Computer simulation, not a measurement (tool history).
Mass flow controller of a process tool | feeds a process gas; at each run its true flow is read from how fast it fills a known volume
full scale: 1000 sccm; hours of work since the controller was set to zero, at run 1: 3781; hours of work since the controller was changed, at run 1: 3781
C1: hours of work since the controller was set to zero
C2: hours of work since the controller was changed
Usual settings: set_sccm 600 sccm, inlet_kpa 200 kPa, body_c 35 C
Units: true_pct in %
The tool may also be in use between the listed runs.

run 1 day=0 | set_sccm=600 inlet_kpa=200 body_c=35 | C1=3781 C2=3781 | true_pct=100.22
run 2 day=4.196 | set_sccm=600 inlet_kpa=200 body_c=35 | C1=3859 C2=3859 | true_pct=100.36
run 3 day=9.267 | set_sccm=600 inlet_kpa=200 body_c=35 | C1=3953 C2=3953 | true_pct=100.54
run 4 day=16.342 | set_sccm=600 inlet_kpa=200 body_c=35 | C1=4085 C2=4085 | true_pct=100.6
run 5 day=22.462 | set_sccm=600 inlet_kpa=200 body_c=35 | C1=4198 C2=4198 | true_pct=100.78
run 6 day=29.058 | set_sccm=600 inlet_kpa=200 body_c=35 | C1=4321 C2=4321 | true_pct=100.85
run 7 day=35.662 | set_sccm=600 inlet_kpa=200 body_c=35 | C1=4444 C2=4444 | true_pct=101.06
run 8 day=39.083 | set_sccm=600 inlet_kpa=200 body_c=35 | C1=4507 C2=4507 | true_pct=101.24
run 9 day=42.846 | set_sccm=600 inlet_kpa=200 body_c=21 | C1=4577 C2=4577 | true_pct=99.68
run 10 day=47.254 | set_sccm=600 inlet_kpa=200 body_c=21 | C1=4659 C2=4659 | true_pct=99.87
run 11 day=53.592 | set_sccm=600 inlet_kpa=200 body_c=35 | C1=4777 C2=4777 | true_pct=101.54
run 12 day=60.654 | set_sccm=600 inlet_kpa=200 body_c=35 | C1=4908 C2=4908 | true_pct=101.66
run 13 day=67.892 | set_sccm=600 inlet_kpa=200 body_c=35 | C1=5043 C2=5043 | true_pct=101.76
run 14 day=74.121 | set_sccm=600 inlet_kpa=200 body_c=33 | C1=5158 C2=5158 | true_pct=101.75
run 15 day=80.329 | set_sccm=600 inlet_kpa=200 body_c=33 | C1=5274 C2=5274 | true_pct=101.84
run 16 day=83.521 | set_sccm=600 inlet_kpa=200 body_c=33 | C1=5333 C2=5333 | true_pct=101.96
run 17 day=89.904 | set_sccm=600 inlet_kpa=200 body_c=33 | C1=5452 C2=5452 | true_pct=102.03
run 18 day=96.938 | set_sccm=427 inlet_kpa=200 body_c=33 | C1=5582 C2=5582 | true_pct=101.93

Run 19 comes next. What will it give?
-- day=102.617 gauge calibrated
run 19 day=103.612 | set_sccm=129 inlet_kpa=200 body_c=23 | C1=5706 C2=5706 | true_pct=?

true_pct: 98.13 %
Without the tool's hidden state the same run would have given true_pct 98.13 %.

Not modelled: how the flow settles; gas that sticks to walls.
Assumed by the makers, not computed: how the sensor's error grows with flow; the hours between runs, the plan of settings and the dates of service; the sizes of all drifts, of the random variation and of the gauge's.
